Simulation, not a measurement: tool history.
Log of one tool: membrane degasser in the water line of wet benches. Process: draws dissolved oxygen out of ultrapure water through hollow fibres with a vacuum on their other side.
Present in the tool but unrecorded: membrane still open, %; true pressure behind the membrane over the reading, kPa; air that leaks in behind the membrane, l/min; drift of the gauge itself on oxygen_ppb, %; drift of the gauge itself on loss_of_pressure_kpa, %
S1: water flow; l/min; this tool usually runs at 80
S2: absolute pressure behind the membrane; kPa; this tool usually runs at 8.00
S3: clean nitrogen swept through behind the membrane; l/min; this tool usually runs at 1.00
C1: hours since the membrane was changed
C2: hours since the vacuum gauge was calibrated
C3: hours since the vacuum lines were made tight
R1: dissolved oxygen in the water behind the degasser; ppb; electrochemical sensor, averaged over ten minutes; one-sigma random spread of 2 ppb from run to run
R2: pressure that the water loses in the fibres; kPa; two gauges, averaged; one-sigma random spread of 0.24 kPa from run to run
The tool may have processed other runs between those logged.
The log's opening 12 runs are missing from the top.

run    hour   S1     S2    S3    C1    C2     C3      R1     R2
 13   445.2   80   8.00  0.55  2163  1053   9604   860.7  63.52
 14   498.9   80   8.00  1.00  2216  1106   9658   617.1  63.50
 15   551.2   80  10.58  1.00  2269  1159   9710   917.3  63.70
 16   598.0   80  10.58  1.00  2315  1205   9757   916.5  63.26
 17   630.3   80   8.00  1.00  2348  1238   9789   616.4  63.45
 18   657.9   80   8.00  1.00  2375  1265   9817   613.7  63.68
 19   698.9   67  14.22  0.84  2416  1306   9858  1298.4  53.22
 20   723.4   80  11.45  1.00  2441  1331   9882  1016.7  63.20
 21   764.6   80  11.45  1.00  2482  1372   9923  1012.8  63.62
 22   788.7   80  11.45  1.00  2506  1396   9948  1009.6  63.33
 23   812.1   80  11.45  1.00  2530  1420   9971  1008.5  64.01
 24   853.5   60  10.49  0.75  2571  1461  10012   906.4  48.00
 25   884.0   60   6.79  0.62  2601  1492  10043   527.9  47.31
 26   932.4   80   8.00  0.99  2650  1540  10091   625.1  63.33
 27   983.1   78   9.58  0.48  2701  1591  10142  1191.8  61.87
 28  1029.4  115   8.00  2.16  2747  1637  10188   490.0  91.26
 29  1079.5   53  10.00  1.08  2797  1687  10238   612.5  42.10
 30  1111.8   89  12.17  2.05  2829  1719  10271   723.0  71.11
 31  1135.1   89  12.17  2.05  2853  1743  10294   724.0  70.96
 32  1169.0  101   8.00  1.00  2886  1776  10328   721.0  80.21
 33  1209.1  101   8.00  1.00  2927  1817  10368   718.8  80.41

3 options for the next run, each taken on its own from the tool as it stands now. Forecast them:
  A  1257.9   56  19.13  2.61  2975  1865  10417   ?   ?
  B  1257.9   51  11.87  1.00  2975  1865  10417   ?   ?
  C  1257.9  101   8.00  1.10  2975  1865  10417   ?   ?

run     R1     R2
  A  709.8  44.46
  B  779.8  40.50
  C  684.3  80.42
Stripped of hidden state, with their random variation kept, the same runs would have yielded:
run     R1     R2
  A  702.8  43.91
  B  773.8  39.99
  C  675.6  79.42

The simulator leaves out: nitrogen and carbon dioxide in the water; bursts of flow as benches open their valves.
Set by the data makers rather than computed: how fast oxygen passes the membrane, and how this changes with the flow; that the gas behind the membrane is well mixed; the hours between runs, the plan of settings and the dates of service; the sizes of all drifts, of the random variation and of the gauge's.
